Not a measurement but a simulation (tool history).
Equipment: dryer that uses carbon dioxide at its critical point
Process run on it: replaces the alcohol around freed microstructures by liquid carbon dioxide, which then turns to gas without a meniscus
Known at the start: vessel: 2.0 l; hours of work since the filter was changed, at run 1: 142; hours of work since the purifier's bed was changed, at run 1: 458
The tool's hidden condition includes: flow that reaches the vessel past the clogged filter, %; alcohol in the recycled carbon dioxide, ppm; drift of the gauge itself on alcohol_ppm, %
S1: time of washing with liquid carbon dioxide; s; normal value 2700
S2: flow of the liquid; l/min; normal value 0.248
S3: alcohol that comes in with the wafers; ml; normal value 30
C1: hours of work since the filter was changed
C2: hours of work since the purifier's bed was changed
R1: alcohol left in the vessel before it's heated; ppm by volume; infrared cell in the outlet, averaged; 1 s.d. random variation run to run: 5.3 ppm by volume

run,hour,S1,S2,S3,C1,C2,R1
1,0.0,2700,0.248,30,142,458,202
2,14.8,2700,0.248,30,153,470,202
3,25.7,2700,0.248,52,162,478,313
4,41.6,2700,0.375,52,174,491,95
5,57.2,2700,0.375,52,186,503,91
6,66.6,2700,0.375,52,194,510,103
7,80.5,2700,0.375,73,204,521,111
8,91.3,2700,0.375,73,213,529,116
9,106.5,2700,0.375,73,225,541,115
10,120.0,2700,0.375,73,235,551,103
11,127.3,2700,0.375,73,241,557,124
12,135.6,2700,0.248,54,247,563,365
13,147.3,2700,0.248,54,256,573,358
14,156.2,2700,0.254,54,263,579,350
15,164.0,2700,0.254,54,269,585,356
16,180.2,2700,0.254,54,282,598,355
17,188.0,2700,0.254,54,288,604,357
18,196.4,2700,0.254,54,294,611,356
19,210.2,2700,0.254,54,305,621,377
20,223.9,2700,0.248,30,316,632,271
21,231.9,1980,0.248,30,322,638,670
22,248.3,2700,0.248,28,335,651,264
23,259.5,2700,0.248,28,343,660,250
24,267.7,2700,0.164,28,350,666,848
25,280.3,3240,0.214,88,359,676,572
26,287.3,2820,0.414,20,365,681,97
27,303.8,2820,0.414,20,378,694,100
28,321.2,2400,0.292,75,391,707,517
29,337.6,2400,0.292,75,404,720,546
# hour 342.3: inlet filter changed
30,351.2,3600,0.210,75,7,730,224
31,362.2,2520,0.216,68,15,738,704
32,371.8,2580,0.216,48,23,746,504
33,380.2,2580,0.216,48,29,752,502
34,392.4,2580,0.216,48,39,762,498
35,407.2,2580,0.258,46,50,773,286
36,423.9,2580,0.258,46,63,786,290
37,434.4,2580,0.393,46,71,794,124
38,445.0,2580,0.393,46,80,803,118
39,458.2,3480,0.393,71,90,813,121
40,474.6,3480,0.246,71,103,826,189
41,489.6,3480,0.246,71,114,837,199
42,501.8,3480,0.246,71,124,847,192
43,511.6,3480,0.246,71,131,854,198
44,527.7,2700,0.248,28,144,867,248
45,537.3,2520,0.239,20,151,874,270
46,547.2,3000,0.248,53,159,882,269
47,561.7,3780,0.398,24,170,893,117
48,572.7,2700,0.340,30,179,902,157

Predict each of these 3 candidate next runs independently; none follows another, all start after run 48:
A,581.3,2280,0.248,30,185,908,?
B,581.3,1920,0.235,36,185,908,?
C,581.3,2700,0.374,99,185,908,?

run,R1
A,415
B,904
C,163
Without the tool's hidden state the same runs would have given:
run,R1
A,223
B,620
C,23
